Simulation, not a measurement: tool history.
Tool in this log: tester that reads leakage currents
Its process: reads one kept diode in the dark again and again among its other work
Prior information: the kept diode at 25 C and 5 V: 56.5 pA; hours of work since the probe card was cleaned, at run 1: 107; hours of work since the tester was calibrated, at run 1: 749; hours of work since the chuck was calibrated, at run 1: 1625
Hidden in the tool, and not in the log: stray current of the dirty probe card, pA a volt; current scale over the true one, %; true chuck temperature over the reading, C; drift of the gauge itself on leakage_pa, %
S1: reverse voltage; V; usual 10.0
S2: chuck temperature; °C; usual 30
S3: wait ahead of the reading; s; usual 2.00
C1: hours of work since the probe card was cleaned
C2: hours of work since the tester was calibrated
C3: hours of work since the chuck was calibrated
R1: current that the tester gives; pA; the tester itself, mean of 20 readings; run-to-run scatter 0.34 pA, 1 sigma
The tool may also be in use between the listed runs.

run   hour    S1  S2    S3   C1    C2    C3      R1
  1    0.0  10.0  30  2.00  107   749  1625  113.38
  2   70.3  10.0  30  8.33  145   786  1662  111.44
  3  117.8  10.0  30  8.33  170   812  1688  112.54
  4  177.3  10.0  30  0.30  202   844  1719  122.13
  5  266.2  10.0  30  2.00  250   891  1767  113.54
  6  330.4  10.0  30  2.00  284   926  1801  113.09
  7  419.5   2.9  30  2.00  332   973  1849   66.00
  8  474.6  10.0  30  2.16  361  1003  1878  112.90
  9  519.1  10.0  30  2.16  385  1026  1902  112.81
 10  608.1   2.2  53  1.02  433  1074  1950  288.42
 11  663.3   5.1  49  0.32  462  1104  1979  323.33
 12  742.3   5.1  49  0.32  504  1146  2022  321.76
 13  817.8   5.1  43  1.66  545  1186  2062  213.48
 14  861.4  10.0  50  1.50  568  1209  2085  455.51
 15  925.0   5.0  29  0.31  602  1243  2119   81.79
 16  969.6   1.3  29  0.31  626  1267  2143   44.49

Predict each of these 3 candidate next runs independently; none follows another, all start after run 16:
  A  1033.8  10.0  51  1.61  660  1302  2177   ?
  B  1033.8  10.0  30  4.79  660  1302  2177   ?
  C  1033.8  10.0  37  2.00  660  1302  2177   ?

run      R1
  A  487.13
  B  112.28
  C  187.04
With no hidden state in the tool, these same runs would have given:
run      R1
  A  486.71
  B  112.12
  C  186.83
